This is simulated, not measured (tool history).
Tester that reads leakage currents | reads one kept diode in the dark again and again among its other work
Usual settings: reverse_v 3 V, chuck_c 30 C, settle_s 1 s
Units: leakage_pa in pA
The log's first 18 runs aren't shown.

run    hour  reverse_v  chuck_c  settle_s  leakage_pa
      733.9  -- probe card cleaned and baked, once more
 19   743.5          3       31         1        16.8
 20   798.2          3       30         1       15.63
 21   849.9          3       30         1       15.72
 22     894      19.91       20      3.26        15.8
 23   950.4       1.75       31      1.24        13.9
 24   977.8       1.75       42      0.34        33.9
      984.7  -- tester calibrated
 25  1030.6       2.49       39      0.41       30.73
 26  1065.1       19.1       52         1      163.37
 27  1090.8       19.1       52         1      163.75
 28  1118.1          3       30      4.27       15.39
 29  1147.5       1.17       52       7.9       59.15
 30  1198.7       1.17       52       7.9       59.29
 31  1224.8       2.31       28         1       12.62
 32  1275.4       1.36       24      3.97        7.17
 33  1299.1        1.7       48      0.46       51.82
 34  1325.6      18.76       24      4.98       23.42
 35  1379.6       1.19       38       4.5       21.29
 36  1405.6       1.54       41       0.5       30.39
 37  1462.6       1.54       41       0.5       30.43
 38  1504.7       1.54       41       0.5       30.38
 39  1561.6       8.65       26      2.26       20.19
 40  1592.1          3       28       5.3       14.25
 41  1618.1       4.52       28      0.33       21.24

3 ways to go on from here, each from the tool as it stands after run 41. What would each give?
  A  1642.9          3       30      7.62           ?
  B  1642.9      16.71       28      0.33           ?
  C  1642.9       4.52       52      0.33           ?

run  leakage_pa
  A       16.65
  B       46.68
  C      102.85
Without the tool's hidden state the same runs would have given:
run  leakage_pa
  A       13.62
  B       37.12
  C       90.96

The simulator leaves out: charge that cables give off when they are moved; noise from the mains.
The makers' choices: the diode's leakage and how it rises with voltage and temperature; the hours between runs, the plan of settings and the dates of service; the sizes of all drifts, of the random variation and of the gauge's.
